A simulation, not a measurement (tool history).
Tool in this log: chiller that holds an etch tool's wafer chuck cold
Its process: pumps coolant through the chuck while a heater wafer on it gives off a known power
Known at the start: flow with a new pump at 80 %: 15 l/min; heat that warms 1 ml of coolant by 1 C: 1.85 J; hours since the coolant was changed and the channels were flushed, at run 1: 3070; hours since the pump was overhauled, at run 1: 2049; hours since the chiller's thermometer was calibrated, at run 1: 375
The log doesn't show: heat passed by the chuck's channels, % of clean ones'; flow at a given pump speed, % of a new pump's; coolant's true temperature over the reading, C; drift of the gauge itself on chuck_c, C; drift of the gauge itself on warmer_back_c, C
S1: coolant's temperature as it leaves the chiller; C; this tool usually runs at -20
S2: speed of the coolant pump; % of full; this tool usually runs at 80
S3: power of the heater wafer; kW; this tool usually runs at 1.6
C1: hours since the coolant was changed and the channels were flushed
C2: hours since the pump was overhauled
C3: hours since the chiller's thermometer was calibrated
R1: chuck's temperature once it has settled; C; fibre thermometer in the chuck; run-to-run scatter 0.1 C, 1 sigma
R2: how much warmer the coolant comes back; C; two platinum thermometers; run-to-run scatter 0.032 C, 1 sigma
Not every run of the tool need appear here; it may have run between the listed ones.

run   hour   S1  S2     S3    C1    C2    C3     R1    R2
  1      0  -20  80    1.6  3070  2049   375   -9.2  3.46
  2   57.8  -20  80    1.6  3128  2107   433   -9.1  3.48
  3  108.8  -20  80    1.6  3179  2158   484   -9.3  3.41
  4  178.6  -20  80    1.6  3249  2227   554   -9.2  3.38
  5  257.6  -20  80    1.6  3328  2306   633   -9.1  3.39
  6  322.9  -22  80    1.6  3393  2372   698  -11.1  3.35
  7  401.7  -20  80  1.934  3472  2451   777   -6.8  4.14
  8  480.6  -20  80  1.934  3551  2529   856   -6.9  4.05
  9  562.1  -20  80  1.934  3632  2611   937   -6.8  4.01
 10  600.9  -20  80  1.934  3671  2650   976   -6.9     4
 11  656.7  -24  80    1.6  3727  2705  1032  -13.2  3.35
 12  703.6  -24  80    1.6  3774  2752  1079  -13.2  3.34
 13  773.9  -24  80    1.6  3844  2823  1149  -13.1  3.28
 14  809.5  -24  80    1.6  3880  2858  1185  -13.1  3.25
 15  846.2  -22  76    1.6  3916  2895  1221  -10.6  3.37

What does the tool deliver on the next run?
 16  910.3  -12  79  1.6  3980  2959  1286   ?   ?

R1: -0.8 C
R2: 3.28 C
The same run, on a tool lacking any hidden state, would have yielded R1 -0.8 C, R2 3.51 C.
